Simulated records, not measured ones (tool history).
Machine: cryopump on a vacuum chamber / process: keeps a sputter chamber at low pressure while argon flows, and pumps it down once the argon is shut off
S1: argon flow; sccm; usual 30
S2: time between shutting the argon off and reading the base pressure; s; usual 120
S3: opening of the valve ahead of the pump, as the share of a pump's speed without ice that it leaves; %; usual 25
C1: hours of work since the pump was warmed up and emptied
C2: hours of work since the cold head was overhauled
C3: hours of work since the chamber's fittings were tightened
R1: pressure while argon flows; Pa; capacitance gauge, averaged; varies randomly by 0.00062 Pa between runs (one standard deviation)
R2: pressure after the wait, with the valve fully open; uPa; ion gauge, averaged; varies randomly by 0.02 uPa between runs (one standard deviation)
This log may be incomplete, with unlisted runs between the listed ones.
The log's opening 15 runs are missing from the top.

run   hour  S1   S2  S3   C1    C2    C3      R1    R2
     312.1  -- pump warmed up, emptied and cooled again
 16  331.8  30  120  24   17  1441  3013   0.096  1.74
 17  349.4  30  120  24   32  1456  3029  0.0947  1.71
 18  368.5  27  119  25   49  1473  3045  0.0808  1.78
 19  387.9  23   58  25   65  1490  3062  0.0697  1.86
 20  416.7  19  274  60   90  1514  3087  0.0242  1.68
 21    449  30  174  23  118  1542  3115  0.0992  1.77
 22  477.3  28   33  19  142  1567  3139   0.112  2.23
 23  507.4  28   33  19  168  1593  3165  0.1128   2.3
 24  521.6  30  120  21  181  1605  3177   0.109  1.91
 25  537.4  30  120  21  194  1618  3191  0.1099  1.88
 26  553.4  18  244  30  208  1632  3204  0.0465  1.83
 27  578.1  22  144  30  229  1653  3226  0.0564  1.88
 28  593.7  22  144  30  243  1667  3239  0.0571  1.93
 29  616.2  22  151  30  262  1686  3259  0.0573  1.88
 30  648.3  25   60  37  290  1714  3286  0.0529   2.2
 31    680  33  120  39  317  1741  3314  0.0678  2.09
 32  711.9  33  120  39  345  1769  3341  0.0669  2.04
 33  734.3  33  120  18  364  1788  3360  0.1418  2.11

Each row is a separate what-if for the run after 33, all from the same tool condition, not one after another. Results?
     745.5  -- leaking fittings of the chamber tightened, without venting
  A   766  23  120  25  389  1814  18   ?   ?
     745.5  -- leaking fittings of the chamber tightened, without venting
  B   766  26  120  45  389  1814  18   ?   ?
     745.5  -- leaking fittings of the chamber tightened, without venting
  C   766  37  120  47  389  1814  18   ?   ?

run      R1    R2
  A  0.0732  0.36
  B  0.0469  0.36
  C  0.0646  0.35
What these runs would have given with no unlogged condition in the tool:
run      R1    R2
  A  0.0697  0.31
  B   0.043   0.3
  C   0.059  0.29

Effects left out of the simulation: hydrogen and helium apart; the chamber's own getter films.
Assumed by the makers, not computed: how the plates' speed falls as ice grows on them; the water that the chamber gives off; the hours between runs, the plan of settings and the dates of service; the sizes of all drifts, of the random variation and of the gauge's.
